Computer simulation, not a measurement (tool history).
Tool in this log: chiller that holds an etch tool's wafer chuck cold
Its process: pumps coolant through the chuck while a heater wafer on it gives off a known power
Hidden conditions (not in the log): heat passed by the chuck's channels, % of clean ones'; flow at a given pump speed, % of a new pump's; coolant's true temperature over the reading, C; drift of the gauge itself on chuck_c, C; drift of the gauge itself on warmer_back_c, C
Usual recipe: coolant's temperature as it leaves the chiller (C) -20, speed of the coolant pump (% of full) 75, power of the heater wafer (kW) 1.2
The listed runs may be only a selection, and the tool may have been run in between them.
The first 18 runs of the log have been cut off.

run   hour  coolant's temperature as it leaves the chiller (C)  speed of the coolant pump (% of full)  power of the heater wafer (kW)  hours since the coolant was changed and the channels were flushed  hours since the pump was overhauled  hours since the chiller's thermometer was calibrated  chuck's temperature once it has settled (C)  how much warmer the coolant comes back (C)
 19  546.7                                                 -20                                     82                           1.103                                                               2754                                 2259                                                  2320                                         -9.2                                        2.94
 20  585.1                                                 -23                                     75                           1.635                                                               2793                                 2297                                                  2359                                         -5.2                                        4.82
 21  608.8                                                 -26                                     62                           0.738                                                               2817                                 2321                                                  2382                                        -16.8                                        2.59
 22  648.2                                                 -12                                     75                             1.2                                                               2856                                 2360                                                  2422                                          0.7                                        3.51
 23  669.8                                                 -12                                     75                             1.2                                                               2878                                 2382                                                  2443                                          0.9                                        3.55
 24  700.9                                                 -12                                     75                             1.2                                                               2909                                 2413                                                  2474                                            1                                        3.55
 25  729.6                                                 -12                                     75                             1.2                                                               2937                                 2442                                                  2503                                          0.8                                        3.54
 26  754.1                                                 -21                                     75                           1.094                                                               2962                                 2466                                                  2528                                         -9.2                                         3.2
 27  780.9                                                 -21                                     75                           1.094                                                               2989                                 2493                                                  2554                                         -9.4                                        3.25
 28    810                                                 -21                                     75                           1.094                                                               3018                                 2522                                                  2584                                         -9.2                                        3.26
 29  835.4                                                 -21                                     75                           1.094                                                               3043                                 2548                                                  2609                                         -9.2                                        3.25

For run 30, what comes out?
 30  857.6                                                 -26                                     83                           0.724                                                               3065                                 2570                                                  2631                                            ?                                           ?

{"run 30": {"chuck's temperature once it has settled (C)": -19, "how much warmer the coolant comes back (C)": 1.94}}
Had the tool carried no hidden state, the very same run would have given chuck's temperature once it has settled (C) -19.1, how much warmer the coolant comes back (C) 1.86.
